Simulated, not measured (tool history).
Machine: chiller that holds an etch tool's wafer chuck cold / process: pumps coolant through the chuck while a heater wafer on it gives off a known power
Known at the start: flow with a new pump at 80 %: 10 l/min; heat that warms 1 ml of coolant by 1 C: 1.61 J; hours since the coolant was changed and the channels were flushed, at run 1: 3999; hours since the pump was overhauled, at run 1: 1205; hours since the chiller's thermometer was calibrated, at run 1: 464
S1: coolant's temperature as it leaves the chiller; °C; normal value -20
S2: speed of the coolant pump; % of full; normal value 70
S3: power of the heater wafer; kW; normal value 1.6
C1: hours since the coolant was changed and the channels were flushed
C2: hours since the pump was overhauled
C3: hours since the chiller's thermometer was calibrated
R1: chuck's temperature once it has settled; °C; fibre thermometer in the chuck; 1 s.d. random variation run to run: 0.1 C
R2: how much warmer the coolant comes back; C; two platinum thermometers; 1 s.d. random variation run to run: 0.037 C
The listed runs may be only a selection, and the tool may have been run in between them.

run 1 day=0 | S1=-20 S2=70 S3=1.6 | C1=3999 C2=1205 C3=464 | R1=-1.8 R2=7
run 2 day=0.938 | S1=-20 S2=70 S3=1.6 | C1=4022 C2=1227 C3=486 | R1=-1.6 R2=6.98
run 3 day=1.683 | S1=-20 S2=70 S3=1.698 | C1=4040 C2=1245 C3=504 | R1=-0.6 R2=7.44
run 4 day=2.883 | S1=-20 S2=70 S3=1.6 | C1=4068 C2=1274 C3=533 | R1=-1.6 R2=7.02
run 5 day=3.879 | S1=-20 S2=70 S3=1.6 | C1=4092 C2=1298 C3=557 | R1=-1.5 R2=6.99
run 6 day=5.308 | S1=-20 S2=60 S3=1.6 | C1=4127 C2=1332 C3=591 | R1=1.2 R2=8.29
run 7 day=6.362 | S1=-20 S2=60 S3=1.6 | C1=4152 C2=1357 C3=617 | R1=1.3 R2=8.34
-- day=6.712 coolant pump overhauled
run 8 day=7.75 | S1=-16 S2=86 S3=1.6 | C1=4180 C2=25 C3=645 | R1=-0.5 R2=5.56
run 9 day=8.621 | S1=-20 S2=64 S3=1.6 | C1=4201 C2=46 C3=666 | R1=0 R2=7.74
run 10 day=10.071 | S1=-20 S2=64 S3=1.6 | C1=4236 C2=81 C3=701 | R1=0 R2=7.71
run 11 day=10.867 | S1=-20 S2=64 S3=1.6 | C1=4255 C2=100 C3=720 | R1=0.1 R2=7.76

Some steps in R1, run to run, broken into two amounts with sign: the step expected even without the hidden condition (settings, incoming material, random variation), and the rest, left for the hidden condition together with whatever gauge scatter is not in both the measured and the hidden-condition-free result:
The tool's hidden condition here consists of: heat passed by the chuck's channels, % of clean ones'; flow at a given pump speed, % of a new pump's; coolant's true temperature over the reading, C; drift of the gauge itself on chuck_c, C; drift of the gauge itself on warmer_back_c, C.
Run 5 -> 6: S2 70 -> 60. R1 +2.7 °C: hidden state +0.2, all else +2.5.
Run 7 -> 8: S1 -20 -> -16, S2 60 -> 86, coolant pump overhauled. R1 -1.8 °C: hidden state -0.4, all else -1.4.
